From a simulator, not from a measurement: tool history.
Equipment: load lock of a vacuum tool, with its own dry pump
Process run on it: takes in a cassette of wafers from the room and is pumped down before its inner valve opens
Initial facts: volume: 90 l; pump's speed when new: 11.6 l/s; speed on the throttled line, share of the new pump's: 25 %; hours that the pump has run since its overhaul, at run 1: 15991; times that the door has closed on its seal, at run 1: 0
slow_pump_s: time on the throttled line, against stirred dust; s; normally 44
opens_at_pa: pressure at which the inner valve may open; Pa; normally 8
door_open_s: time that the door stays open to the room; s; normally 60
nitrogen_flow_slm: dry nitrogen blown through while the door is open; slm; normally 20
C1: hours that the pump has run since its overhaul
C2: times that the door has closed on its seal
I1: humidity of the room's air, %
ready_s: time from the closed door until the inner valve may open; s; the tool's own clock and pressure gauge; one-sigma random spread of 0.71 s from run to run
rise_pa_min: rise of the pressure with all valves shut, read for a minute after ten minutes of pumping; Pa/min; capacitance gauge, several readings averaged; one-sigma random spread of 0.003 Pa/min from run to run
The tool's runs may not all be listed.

{"run": 1, "hour": 0.0, "slow_pump_s": 44, "opens_at_pa": 8, "door_open_s": 60, "nitrogen_flow_slm": 20, "C1": 15991, "C2": 0, "I1": 44.4, "ready_s": 112.6, "rise_pa_min": 0.042}
{"run": 2, "hour": 315.0, "slow_pump_s": 44, "opens_at_pa": 8, "door_open_s": 60, "nitrogen_flow_slm": 20, "C1": 16306, "C2": 922, "I1": 43.2, "ready_s": 112, "rise_pa_min": 0.044}
{"run": 3, "hour": 622.0, "slow_pump_s": 44, "opens_at_pa": 8, "door_open_s": 60, "nitrogen_flow_slm": 20, "C1": 16613, "C2": 1821, "I1": 40.5, "ready_s": 111.8, "rise_pa_min": 0.041}
{"run": 4, "hour": 1096.4, "slow_pump_s": 44, "opens_at_pa": 8, "door_open_s": 60, "nitrogen_flow_slm": 20, "C1": 17088, "C2": 3209, "I1": 44.8, "ready_s": 112, "rise_pa_min": 0.043}
{"run": 5, "hour": 1485.9, "slow_pump_s": 44, "opens_at_pa": 8, "door_open_s": 60, "nitrogen_flow_slm": 20, "C1": 17477, "C2": 4349, "I1": 44.4, "ready_s": 113.7, "rise_pa_min": 0.045}
{"run": 6, "hour": 1692.9, "slow_pump_s": 44, "opens_at_pa": 8, "door_open_s": 60, "nitrogen_flow_slm": 20, "C1": 17684, "C2": 4955, "I1": 41.9, "ready_s": 112.8, "rise_pa_min": 0.044}
{"run": 7, "hour": 1972.8, "slow_pump_s": 44, "opens_at_pa": 8, "door_open_s": 60, "nitrogen_flow_slm": 20, "C1": 17964, "C2": 5774, "I1": 47.7, "ready_s": 113.2, "rise_pa_min": 0.052}
{"run": 8, "hour": 2340.9, "slow_pump_s": 41, "opens_at_pa": 8, "door_open_s": 227, "nitrogen_flow_slm": 19, "C1": 18332, "C2": 6852, "I1": 43.7, "ready_s": 110.5, "rise_pa_min": 0.075}
{"run": 9, "hour": 2595.7, "slow_pump_s": 37, "opens_at_pa": 8, "door_open_s": 80, "nitrogen_flow_slm": 5, "C1": 18587, "C2": 7597, "I1": 46.2, "ready_s": 108.4, "rise_pa_min": 0.072}
{"run": 10, "hour": 2829.0, "slow_pump_s": 37, "opens_at_pa": 8, "door_open_s": 128, "nitrogen_flow_slm": 8, "C1": 18820, "C2": 8280, "I1": 46.8, "ready_s": 107.9, "rise_pa_min": 0.084}
{"run": 11, "hour": 3098.0, "slow_pump_s": 37, "opens_at_pa": 7, "door_open_s": 128, "nitrogen_flow_slm": 8, "C1": 19089, "C2": 9067, "I1": 48.7, "ready_s": 110.6, "rise_pa_min": 0.085}
{"run": 12, "hour": 3299.1, "slow_pump_s": 37, "opens_at_pa": 7, "door_open_s": 128, "nitrogen_flow_slm": 8, "C1": 19291, "C2": 9656, "I1": 45.6, "ready_s": 109, "rise_pa_min": 0.078}
{"run": 13, "hour": 3770.3, "slow_pump_s": 37, "opens_at_pa": 7, "door_open_s": 128, "nitrogen_flow_slm": 8, "C1": 19762, "C2": 11035, "I1": 43.6, "ready_s": 110.6, "rise_pa_min": 0.08}
{"run": 14, "hour": 4030.6, "slow_pump_s": 37, "opens_at_pa": 9, "door_open_s": 128, "nitrogen_flow_slm": 8, "C1": 20022, "C2": 11797, "I1": 44.6, "ready_s": 108.1, "rise_pa_min": 0.076}

The same runs without the tool's hidden state, with the same run-to-run variation:
Hidden state at play: pump's speed, % of a new pump's; leak at the door's seal, Pa l/s; drift of the gauge itself on ready_s, %; drift of the gauge itself on rise_pa_min, %.
run=1 ready_s=107.5 rise_pa_min=0.042
run=2 ready_s=106.9 rise_pa_min=0.043
run=3 ready_s=106.5 rise_pa_min=0.04
run=4 ready_s=106.5 rise_pa_min=0.04
run=5 ready_s=108.1 rise_pa_min=0.041
run=6 ready_s=107.1 rise_pa_min=0.039
run=7 ready_s=107.3 rise_pa_min=0.047
run=8 ready_s=104.5 rise_pa_min=0.068
run=9 ready_s=102.1 rise_pa_min=0.065
run=10 ready_s=101.6 rise_pa_min=0.075
run=11 ready_s=104 rise_pa_min=0.076
run=12 ready_s=102.3 rise_pa_min=0.068
run=13 ready_s=103.6 rise_pa_min=0.068
run=14 ready_s=101.1 rise_pa_min=0.063
